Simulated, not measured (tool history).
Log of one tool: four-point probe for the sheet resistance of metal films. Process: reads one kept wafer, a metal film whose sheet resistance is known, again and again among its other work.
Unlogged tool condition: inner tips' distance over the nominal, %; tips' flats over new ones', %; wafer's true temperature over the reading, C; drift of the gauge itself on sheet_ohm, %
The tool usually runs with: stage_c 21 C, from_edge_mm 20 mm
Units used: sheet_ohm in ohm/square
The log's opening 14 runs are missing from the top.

| run | hour | stage_c | from_edge_mm | touches since the probe head was changed | hours of work since the stage's thermometer was calibrated | sheet_ohm |
|---|---|---|---|---|---|---|
| 15 | 930.3 | 33 | 20 | 51442 | 2092 | 0.042024 |
| 16 | 977.7 | 21 | 20 | 52737 | 2128 | 0.042338 |
| 17 | 1060.4 | 19 | 5 | 55000 | 2189 | 0.042633 |
| 18 | 1129.8 | 21 | 17 | 56895 | 2240 | 0.042379 |
| 19 | 1178.0 | 20 | 69 | 58212 | 2276 | 0.042381 |
| 20 | 1222.3 | 20 | 69 | 59425 | 2309 | 0.042385 |
| 21 | 1294.3 | 24 | 8 | 61393 | 2363 | 0.042357 |
| 22 | 1334.2 | 24 | 8 | 62483 | 2392 | 0.042378 |
| 23 | 1383.9 | 21 | 13 | 63841 | 2429 | 0.042410 |
| 24 | 1441.7 | 35 | 4 | 65423 | 2472 | 0.042360 |
| 25 | 1489.6 | 24 | 3 | 66733 | 2508 | 0.042912 |
|  | 1560.3 | stage's thermometer calibrated |
| 26 | 1572.9 | 18 | 41 | 68997 | 9 | 0.042433 |
| 27 | 1628.5 | 35 | 4 | 70515 | 51 | 0.042328 |
| 28 | 1704.1 | 21 | 5 | 72583 | 107 | 0.042574 |
| 29 | 1765.9 | 21 | 5 | 74273 | 153 | 0.042597 |
| 30 | 1835.5 | 21 | 5 | 76174 | 204 | 0.042581 |
| 31 | 1925.1 | 28 | 12 | 78624 | 271 | 0.042247 |
| 32 | 1984.6 | 29 | 4 | 80252 | 315 | 0.042527 |

Forecast each of these 3 alternatives for the next run:
| A | 2044.9 | 24 | 7 | 81900 | 360 | ? |
| B | 2044.9 | 19 | 4 | 81900 | 360 | ? |
| C | 2044.9 | 22 | 31 | 81900 | 360 | ? |

| run | sheet_ohm |
|---|---|
| A | 0.042428 |
| B | 0.042802 |
| C | 0.042382 |
With no hidden state in the tool, these same runs would have given:
| run | sheet_ohm |
|---|---|
| A | 0.041993 |
| B | 0.042363 |
| C | 0.041947 |

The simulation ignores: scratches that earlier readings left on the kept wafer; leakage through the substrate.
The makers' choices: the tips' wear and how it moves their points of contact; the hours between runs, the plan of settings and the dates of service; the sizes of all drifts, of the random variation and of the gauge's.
